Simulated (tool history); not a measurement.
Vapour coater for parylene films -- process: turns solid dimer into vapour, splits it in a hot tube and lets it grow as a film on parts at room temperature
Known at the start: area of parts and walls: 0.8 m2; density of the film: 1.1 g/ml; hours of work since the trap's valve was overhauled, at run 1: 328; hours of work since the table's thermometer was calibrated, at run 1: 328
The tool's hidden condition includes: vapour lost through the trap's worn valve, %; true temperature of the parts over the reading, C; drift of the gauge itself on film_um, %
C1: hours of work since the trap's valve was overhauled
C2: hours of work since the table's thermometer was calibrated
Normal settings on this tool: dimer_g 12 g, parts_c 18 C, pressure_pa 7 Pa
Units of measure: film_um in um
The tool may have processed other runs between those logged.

Run 1, day 0: usual settings; C1 328; C2 328. Result: film_um 8.12 um.
Run 2, day 0.442: usual settings; C1 338; C2 338. Result: film_um 8.29 um.
Run 3, day 1.054: usual settings; C1 350; C2 350. Result: film_um 8.36 um.
Run 4, day 1.783: usual settings but parts_c 12 C; C1 365; C2 365. Result: film_um 10.12 um.
Run 5, day 2.367: usual settings but parts_c 12 C; C1 377; C2 377. Result: film_um 10.16 um.
Run 6, day 2.917: usual settings; C1 388; C2 388. Result: film_um 8.01 um.
Run 7, day 3.346: usual settings but parts_c 17 C, pressure_pa 9.05 Pa; C1 397; C2 397. Result: film_um 7.81 um.
Run 8, day 3.667: usual settings but dimer_g 8 g, parts_c 11 C; C1 404; C2 404. Result: film_um 7.11 um.
Run 9, day 4.129: usual settings but dimer_g 18 g, parts_c 24 C; C1 413; C2 413. Result: film_um 9.39 um.
Run 10, day 4.483: usual settings but dimer_g 15 g, parts_c 23 C, pressure_pa 3.21 Pa; C1 420; C2 420. Result: film_um 9.67 um.

Predict the results of run 11:
Run 11, day 5.188: usual settings but dimer_g 15 g, parts_c 23 C, pressure_pa 3.21 Pa; C1 435; C2 435. Result: film_um ?.

film_um: 9.77 um
The same run, on a tool lacking any hidden state, would have yielded film_um 11.1 um.

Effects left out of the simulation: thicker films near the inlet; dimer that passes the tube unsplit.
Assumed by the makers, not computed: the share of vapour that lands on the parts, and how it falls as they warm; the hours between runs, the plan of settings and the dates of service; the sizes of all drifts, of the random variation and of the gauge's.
